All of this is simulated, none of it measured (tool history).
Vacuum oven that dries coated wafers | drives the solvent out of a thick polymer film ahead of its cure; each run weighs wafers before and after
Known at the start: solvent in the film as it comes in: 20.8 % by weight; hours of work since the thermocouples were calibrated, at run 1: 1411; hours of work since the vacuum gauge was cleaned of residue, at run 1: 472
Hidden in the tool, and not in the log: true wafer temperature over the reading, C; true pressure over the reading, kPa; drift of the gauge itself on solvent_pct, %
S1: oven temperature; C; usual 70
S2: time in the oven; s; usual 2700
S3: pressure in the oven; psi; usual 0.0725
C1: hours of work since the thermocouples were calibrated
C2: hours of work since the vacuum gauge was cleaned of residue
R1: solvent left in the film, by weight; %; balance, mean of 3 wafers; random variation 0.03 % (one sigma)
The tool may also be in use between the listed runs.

run   hour  S1    S2      S3    C1   C2     R1
  1      0  70  2700  0.0725  1411  472   4.78
  2   25.1  70  2700  0.0725  1431  491   4.78
  3   50.1  70  2700  0.0725  1451  511   4.73
  4   66.5  70  2700  0.0725  1464  524   4.69
  5   94.9  70  2700  0.0725  1487  547   4.69
  6  115.7  70  2700  0.0725  1503  563   4.73
  7  145.2  70  2700  0.0725  1527  587   4.74
  8  173.3  70  3840  0.0725  1549  609   2.86
  9  196.5  70  3840  0.0725  1567  628   2.83
 10  217.7  70  3840  0.0725  1584  644   2.87
 11  240.4  71  2700  0.0725  1602  662   4.43
 12  269.4  75  2940  0.0725  1625  685   2.81
 13  292.3  71  2700  0.0637  1643  704   4.38
 14  305.3  68  2700  0.0637  1654  714   5.31
 15  320.4  68  2700  0.0637  1666  726   5.31
 16  341.5  68  2280  0.2358  1683  743      7
 17  365.3  68  4260  0.2358  1701  762    3.7
 18  390.9  68  4260  0.2358  1722  782   3.68
 19  405.5  68  4260  0.2358  1733  793   3.67
 20  420.5  68  4260  0.2358  1745  805   3.63
 21  433.6  70  4440  0.2685  1756  816   3.11
     452.6  -- oven's thermocouples calibrated
 22  454.6  56  2520  0.1227     2  831  10.22

Some steps in R1 between neighbouring runs. How much of each would the tool show without its hidden state too (settings, what came in, random variation), and how much is left for the hidden state, with any gauge scatter that isn't in both results?
Run 16 -> 17: S2 2280 -> 4260. R1 -3.3 %: hidden state +0.09, all else -3.39.
Run 21 -> 22: S1 70 -> 56, S2 4440 -> 2520, S3 0.2685 -> 0.1227, oven's thermocouples calibrated. R1 +7.11 %: hidden state +0.12, all else +6.99.

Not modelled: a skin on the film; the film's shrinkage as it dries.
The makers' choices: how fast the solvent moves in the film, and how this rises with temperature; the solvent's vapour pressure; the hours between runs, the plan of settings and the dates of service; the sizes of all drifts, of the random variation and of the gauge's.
